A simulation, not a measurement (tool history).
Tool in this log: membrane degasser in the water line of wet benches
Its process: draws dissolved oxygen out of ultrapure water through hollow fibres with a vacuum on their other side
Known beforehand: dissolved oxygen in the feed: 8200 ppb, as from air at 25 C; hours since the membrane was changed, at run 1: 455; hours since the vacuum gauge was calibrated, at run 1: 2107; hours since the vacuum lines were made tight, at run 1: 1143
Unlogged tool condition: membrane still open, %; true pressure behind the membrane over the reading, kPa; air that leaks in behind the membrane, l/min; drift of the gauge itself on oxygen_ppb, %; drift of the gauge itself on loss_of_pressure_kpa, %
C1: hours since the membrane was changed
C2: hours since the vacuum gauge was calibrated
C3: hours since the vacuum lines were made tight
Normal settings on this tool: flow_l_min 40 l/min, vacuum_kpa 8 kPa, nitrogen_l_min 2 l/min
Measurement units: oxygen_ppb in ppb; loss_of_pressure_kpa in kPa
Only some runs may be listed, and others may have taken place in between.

Run 1, hour 0: usual settings; C1 455; C2 2107; C3 1143. Result: oxygen_ppb 235.9 ppb, loss_of_pressure_kpa 53.51 kPa.
Run 2, hour 33.5: usual settings; C1 489; C2 2140; C3 1177. Result: oxygen_ppb 237.1 ppb, loss_of_pressure_kpa 53.51 kPa.
Run 3, hour 74.4: usual settings but flow_l_min 29 l/min; C1 530; C2 2181; C3 1218. Result: oxygen_ppb 173.1 ppb, loss_of_pressure_kpa 38.34 kPa.
Run 4, hour 103.4: usual settings but flow_l_min 49 l/min; C1 559; C2 2210; C3 1246. Result: oxygen_ppb 281.2 ppb, loss_of_pressure_kpa 65.64 kPa.
Run 5, hour 166.6: usual settings but flow_l_min 49 l/min; C1 622; C2 2273; C3 1310. Result: oxygen_ppb 289.7 ppb, loss_of_pressure_kpa 64.74 kPa.
Run 6, hour 208.9: usual settings but nitrogen_l_min 1.26 l/min; C1 664; C2 2316; C3 1352. Result: oxygen_ppb 332.2 ppb, loss_of_pressure_kpa 53.07 kPa.
Run 7, hour 267.6: usual settings but nitrogen_l_min 3.9 l/min; C1 723; C2 2374; C3 1411. Result: oxygen_ppb 140.7 ppb, loss_of_pressure_kpa 53.3 kPa.
Run 8, hour 307.3: usual settings but nitrogen_l_min 3.9 l/min; C1 763; C2 2414; C3 1450. Result: oxygen_ppb 141.6 ppb, loss_of_pressure_kpa 52.87 kPa.
Run 9, hour 363.6: usual settings but nitrogen_l_min 0.81 l/min; C1 819; C2 2470; C3 1507. Result: oxygen_ppb 456.9 ppb, loss_of_pressure_kpa 52.68 kPa.
Run 10, hour 404.9: usual settings but nitrogen_l_min 0.81 l/min; C1 860; C2 2512; C3 1548. Result: oxygen_ppb 458.7 ppb, loss_of_pressure_kpa 52.81 kPa.
Run 11, hour 463.9: usual settings but nitrogen_l_min 0.81 l/min; C1 919; C2 2571; C3 1607. Result: oxygen_ppb 452.3 ppb, loss_of_pressure_kpa 52.51 kPa.
Run 12, hour 510.2: usual settings but vacuum_kpa 8.09 kPa; C1 965; C2 2617; C3 1653. Result: oxygen_ppb 239.1 ppb, loss_of_pressure_kpa 52.81 kPa.
Run 13, hour 543.2: usual settings but vacuum_kpa 8.09 kPa; C1 998; C2 2650; C3 1686. Result: oxygen_ppb 241.1 ppb, loss_of_pressure_kpa 52.47 kPa.
Run 14, hour 579: usual settings but vacuum_kpa 6.34 kPa; C1 1034; C2 2686; C3 1722. Result: oxygen_ppb 161.2 ppb, loss_of_pressure_kpa 52.95 kPa.
Run 15, hour 633.9: usual settings but vacuum_kpa 6.34 kPa; C1 1089; C2 2740; C3 1777. Result: oxygen_ppb 165.1 ppb, loss_of_pressure_kpa 52.46 kPa.
Run 16, hour 678.1: usual settings but vacuum_kpa 6.34 kPa; C1 1133; C2 2785; C3 1821. Result: oxygen_ppb 162.3 ppb, loss_of_pressure_kpa 52.83 kPa.
Run 17, hour 714.1: usual settings but vacuum_kpa 6.34 kPa, nitrogen_l_min 4.9 l/min; C1 1169; C2 2821; C3 1857. Result: oxygen_ppb 87.8 ppb, loss_of_pressure_kpa 52.95 kPa.
Run 18, hour 754.8: usual settings but flow_l_min 29 l/min, vacuum_kpa 17.85 kPa, nitrogen_l_min 1.82 l/min; C1 1210; C2 2861; C3 1898. Result: oxygen_ppb 524.4 ppb, loss_of_pressure_kpa 37.97 kPa.
Run 19, hour 784.5: usual settings but flow_l_min 31 l/min, nitrogen_l_min 1.57 l/min; C1 1240; C2 2891; C3 1928. Result: oxygen_ppb 220.5 ppb, loss_of_pressure_kpa 40.73 kPa.
Run 20, hour 819.1: usual settings but flow_l_min 31 l/min, nitrogen_l_min 1.57 l/min; C1 1274; C2 2926; C3 1962. Result: oxygen_ppb 223.5 ppb, loss_of_pressure_kpa 40.55 kPa.
Run 21, hour 867: usual settings but flow_l_min 50 l/min, nitrogen_l_min 4.19 l/min; C1 1322; C2 2974; C3 2010. Result: oxygen_ppb 173.9 ppb, loss_of_pressure_kpa 65.09 kPa.
Run 22, hour 923.1: usual settings but flow_l_min 50 l/min, vacuum_kpa 8.87 kPa, nitrogen_l_min 4.19 l/min; C1 1378; C2 3030; C3 2066. Result: oxygen_ppb 193.6 ppb, loss_of_pressure_kpa 65.39 kPa.
Run 23, hour 951.9: usual settings but flow_l_min 31 l/min, vacuum_kpa 12.16 kPa, nitrogen_l_min 4.14 l/min; C1 1407; C2 3059; C3 2095. Result: oxygen_ppb 171.7 ppb, loss_of_pressure_kpa 40.28 kPa.
Run 24, hour 995.1: usual settings but flow_l_min 31 l/min, vacuum_kpa 10.12 kPa, nitrogen_l_min 4.14 l/min; C1 1450; C2 3102; C3 2138. Result: oxygen_ppb 140.6 ppb, loss_of_pressure_kpa 40.4 kPa.
Run 25, hour 1043.5: usual settings but vacuum_kpa 6.99 kPa, nitrogen_l_min 3.02 l/min; C1 1499; C2 3150; C3 2187. Result: oxygen_ppb 139.8 ppb, loss_of_pressure_kpa 52.28 kPa.
Run 26, hour 1078.8: usual settings but flow_l_min 28 l/min, vacuum_kpa 12.74 kPa, nitrogen_l_min 2.51 l/min; C1 1534; C2 3185; C3 2222. Result: oxygen_ppb 251.4 ppb, loss_of_pressure_kpa 36.81 kPa.
At hour 1095.7: gauge calibrated.
Run 27, hour 1114: usual settings but flow_l_min 28 l/min, vacuum_kpa 12.74 kPa, nitrogen_l_min 0.93 l/min; C1 1569; C2 3221; C3 2257. Result: oxygen_ppb 589.7 ppb, loss_of_pressure_kpa 37.39 kPa.
Run 28, hour 1153.8: usual settings but flow_l_min 28 l/min, vacuum_kpa 4.82 kPa, nitrogen_l_min 0.93 l/min; C1 1609; C2 3260; C3 2297. Result: oxygen_ppb 115.8 ppb, loss_of_pressure_kpa 37.2 kPa.
Run 29, hour 1206.2: usual settings but flow_l_min 28 l/min, vacuum_kpa 4.82 kPa, nitrogen_l_min 0.93 l/min; C1 1661; C2 3313; C3 2349. Result: oxygen_ppb 115.8 ppb, loss_of_pressure_kpa 37.2 kPa.
Run 30, hour 1257: usual settings but flow_l_min 49 l/min, vacuum_kpa 10 kPa, nitrogen_l_min 3.75 l/min; C1 1712; C2 3364; C3 2400. Result: oxygen_ppb 241 ppb, loss_of_pressure_kpa 65.27 kPa.

For run 31, what comes out?
Run 31, hour 1299.2: usual settings but flow_l_min 63 l/min, vacuum_kpa 8.88 kPa; C1 1755; C2 3406; C3 2442. Result: oxygen_ppb ?, loss_of_pressure_kpa ?.

oxygen_ppb: 427 ppb
loss_of_pressure_kpa: 84.22 kPa
Take away the tool's hidden state, keep the run-to-run variation as it was, and the same run would have given oxygen_ppb 426.8 ppb, loss_of_pressure_kpa 84.6 kPa.
